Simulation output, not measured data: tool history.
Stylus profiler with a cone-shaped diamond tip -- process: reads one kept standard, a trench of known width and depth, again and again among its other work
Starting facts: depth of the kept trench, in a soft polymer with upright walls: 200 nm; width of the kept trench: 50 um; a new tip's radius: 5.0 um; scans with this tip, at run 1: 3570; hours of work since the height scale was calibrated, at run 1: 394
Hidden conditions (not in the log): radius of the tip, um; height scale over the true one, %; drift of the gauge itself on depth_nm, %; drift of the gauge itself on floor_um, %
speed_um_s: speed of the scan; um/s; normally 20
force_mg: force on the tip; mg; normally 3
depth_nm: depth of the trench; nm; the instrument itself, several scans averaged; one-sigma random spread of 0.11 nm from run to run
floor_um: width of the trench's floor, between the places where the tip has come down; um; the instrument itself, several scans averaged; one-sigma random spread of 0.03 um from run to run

| run | hour | speed_um_s | force_mg | scans with this tip | hours of work since the height scale was calibrated | depth_nm | floor_um |
|---|---|---|---|---|---|---|---|
| 1 | 0 | 20 | 3 | 3570 | 394 | 201.43 | 46.55 |
| 2 | 17.6 | 20 | 3 | 3653 | 403 | 201.43 | 46.54 |
| 3 | 37.1 | 20 | 3 | 3744 | 413 | 201.49 | 46.49 |
| 4 | 61.1 | 20 | 3 | 3857 | 426 | 201.39 | 46.51 |
| 5 | 72.5 | 20 | 3 | 3910 | 432 | 201.52 | 46.43 |
| 6 | 94.7 | 20 | 3 | 4015 | 443 | 201.45 | 46.49 |
| 7 | 115.1 | 20 | 3 | 4110 | 454 | 201.46 | 46.48 |
| 8 | 132.2 | 5 | 3 | 4191 | 462 | 201.26 | 46.49 |
| 9 | 156.7 | 5 | 2.16 | 4306 | 475 | 200.86 | 46.53 |
| 10 | 181.5 | 20 | 1.17 | 4422 | 488 | 200.64 | 46.4 |
| 11 | 193 | 20 | 1.17 | 4476 | 494 | 200.56 | 46.38 |
| 12 | 212.1 | 20 | 2.34 | 4566 | 504 | 201.07 | 46.41 |
| 13 | 238.5 | 20 | 2.34 | 4690 | 518 | 201.13 | 46.38 |
| 14 | 255.5 | 20 | 2.34 | 4769 | 526 | 201.02 | 46.35 |
| 15 | 273.1 | 20 | 2.34 | 4852 | 535 | 200.89 | 46.36 |
| 16 | 285.6 | 20 | 2.34 | 4911 | 542 | 201.27 | 46.35 |
| 17 | 305.3 | 15 | 3.42 | 5003 | 552 | 201.5 | 46.36 |
| 18 | 324.1 | 15 | 3.42 | 5092 | 562 | 201.6 | 46.33 |
| 19 | 350.5 | 28 | 3 | 5216 | 576 | 201.34 | 46.25 |
| 20 | 376.6 | 8 | 5.27 | 5338 | 589 | 202.14 | 46.4 |
| 21 | 397.3 | 8 | 5.27 | 5435 | 600 | 202.27 | 46.34 |
| 22 | 422.2 | 12 | 4.22 | 5552 | 613 | 201.91 | 46.29 |
| 23 | 441 | 62 | 1.81 | 5640 | 622 | 200.6 | 45.97 |
| 24 | 456.3 | 20 | 2.52 | 5712 | 630 | 201.17 | 46.23 |
| 25 | 481.4 | 20 | 2.52 | 5830 | 643 | 201.11 | 46.18 |
| 26 | 499.7 | 26 | 6.24 | 5916 | 653 | 202.54 | 46.23 |
| 27 | 523.9 | 56 | 2.88 | 6030 | 665 | 201.19 | 46.07 |

Predict the results of run 28:
| 28 | 548.7 | 56 | 2.88 | 6146 | 678 | ? | ? |

{"run 28": {"depth_nm": 201.1, "floor_um": 45.96}}
With the hidden condition absent and the run-to-run variation left alone, this run would have shown depth_nm 201.79 nm, floor_um 46.89 um.
